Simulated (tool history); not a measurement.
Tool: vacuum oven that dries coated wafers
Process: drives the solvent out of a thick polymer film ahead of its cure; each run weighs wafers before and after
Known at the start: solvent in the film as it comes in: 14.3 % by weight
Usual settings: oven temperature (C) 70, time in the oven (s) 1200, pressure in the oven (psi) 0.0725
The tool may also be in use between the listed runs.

run,hour,oven temperature (C),time in the oven (s),pressure in the oven (psi),solvent left in the film (%)
1,0.0,70,1200,0.0725,1.31
2,96.6,70,1200,0.0725,1.31
3,175.6,73,1200,0.0725,0.86
4,247.6,73,1200,0.0725,0.93
5,297.5,70,1200,0.0725,1.33
6,349.4,70,1200,0.0725,1.31
7,438.0,70,1200,0.1381,1.75
8,492.6,70,1200,0.0725,1.32
9,560.2,70,1200,0.0795,1.37
10,643.4,70,2100,0.0725,0.70
11,708.5,70,1140,0.0725,1.40
12,770.5,70,1140,0.0725,1.36
13,834.0,70,1140,0.0725,1.40
14,909.7,70,1140,0.0725,1.38
15,961.7,70,1140,0.0725,1.40
16,1014.9,70,1140,0.0725,1.40
17,1092.6,70,1200,0.0725,1.25
18,1188.7,70,1200,0.0725,1.30
19,1262.0,70,1200,0.0725,1.30
20,1338.8,70,1440,0.0725,0.99
21,1432.4,70,1440,0.0725,0.98
22,1472.0,70,1440,0.0725,1.03
23,1518.6,76,1200,0.0725,0.61
24,1580.7,61,840,0.0725,4.80
25,1646.0,61,1200,0.1186,3.78
26,1698.0,70,1200,0.1433,1.69
# hour 1754.2: vacuum gauge cleaned of residue and calibrated
27,1794.8,70,1200,0.1433,1.74
28,1884.9,58,1200,0.0364,4.08
29,1975.8,69,1200,0.2509,2.58
30,2034.1,70,1920,0.0513,0.68
31,2077.0,70,1920,0.0513,0.64
32,2162.3,58,600,0.0824,7.12
33,2233.1,58,600,0.0824,7.10
34,2301.4,78,2100,0.0824,0.54
# hour 2307.9: vacuum gauge cleaned of residue and calibrated, once more
# hour 2328.3: oven's thermocouples calibrated
35,2398.5,78,2100,0.0824,0.41
36,2480.5,63,1680,0.0725,1.72
37,2521.5,63,1680,0.0725,1.73
38,2588.4,70,1020,0.2138,2.44
39,2633.4,59,1620,0.0371,2.59
40,2693.7,71,1080,0.2036,2.03
41,2777.5,71,1080,0.2036,2.04
42,2845.7,75,1740,0.0506,0.31
43,2933.1,79,1440,0.1289,0.64
44,3031.4,79,1440,0.0718,0.37
45,3104.6,79,1440,0.0718,0.36
46,3180.8,56,840,0.1101,6.65

Forecast each of these 4 alternatives for the next run:
A,3233.1,70,960,0.1243,?
B,3233.1,57,840,0.0725,?
C,3233.1,59,1080,0.2592,?
D,3233.1,70,1200,0.1091,?

run,solvent left in the film (%)
A,1.99
B,6.06
C,5.81
D,1.42
Without the tool's hidden state the same runs would have given:
run,solvent left in the film (%)
A,2.04
B,6.15
C,5.91
D,1.44
